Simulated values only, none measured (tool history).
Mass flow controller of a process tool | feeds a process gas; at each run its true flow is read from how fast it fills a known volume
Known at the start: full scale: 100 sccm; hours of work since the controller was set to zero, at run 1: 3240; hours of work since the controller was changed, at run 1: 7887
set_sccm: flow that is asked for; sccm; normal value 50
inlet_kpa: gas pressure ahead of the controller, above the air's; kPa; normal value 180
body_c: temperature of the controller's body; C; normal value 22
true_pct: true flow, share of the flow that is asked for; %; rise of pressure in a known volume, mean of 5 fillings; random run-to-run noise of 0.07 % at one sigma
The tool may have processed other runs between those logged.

run      day  set_sccm  inlet_kpa  body_c  hours of work since the controller was set to zero  hours of work since the controller was changed  true_pct
  1    0.000        50        180      22                                                3240                                            7887     98.43
  2   12.012        50        180      22                                                3414                                            8061     98.41
  3   22.212        50        180      22                                                3562                                            8209     98.48
  4   31.175        50        180      22                                                3692                                            8339     98.40
  5   47.321        11        180      22                                                3926                                            8572    104.54
  6   61.104        11        274      22                                                4125                                            8772    104.02
      61.996  -- controller's zero set anew
  7   77.275        11        274      22                                                 221                                            9006    106.52
  8   85.567        70        151      34                                                 341                                            9126     99.27
  9  100.971        91        173      38                                                 564                                            9349     99.11
 10  113.821        50        187      39                                                 751                                            9535     99.56
 11  128.975        34        167      40                                                 970                                            9755    100.96
     133.246  -- controller's zero set anew, once more
 12  143.050        11        236      36                                                 142                                            9958     96.05

Alternative continuations, all from the tool just after run 12; predict every row:
  A  156.421        68        203      22                                                 336                                           10152         ?
  B  156.421        14        148      32                                                 336                                           10152         ?
  C  156.421        17        151      24                                                 336                                           10152         ?
  D  156.421        50        180      24                                                 336                                           10152         ?
  E  156.421        64        169      27                                                 336                                           10152         ?

run  true_pct
  A     96.52
  B     96.77
  C     96.52
  D     96.38
  E     96.82
With the hidden condition removed and each run's random variation left untouched, the same runs would have given:
run  true_pct
  A     99.38
  B     99.07
  C     98.95
  D     99.19
  E     99.67

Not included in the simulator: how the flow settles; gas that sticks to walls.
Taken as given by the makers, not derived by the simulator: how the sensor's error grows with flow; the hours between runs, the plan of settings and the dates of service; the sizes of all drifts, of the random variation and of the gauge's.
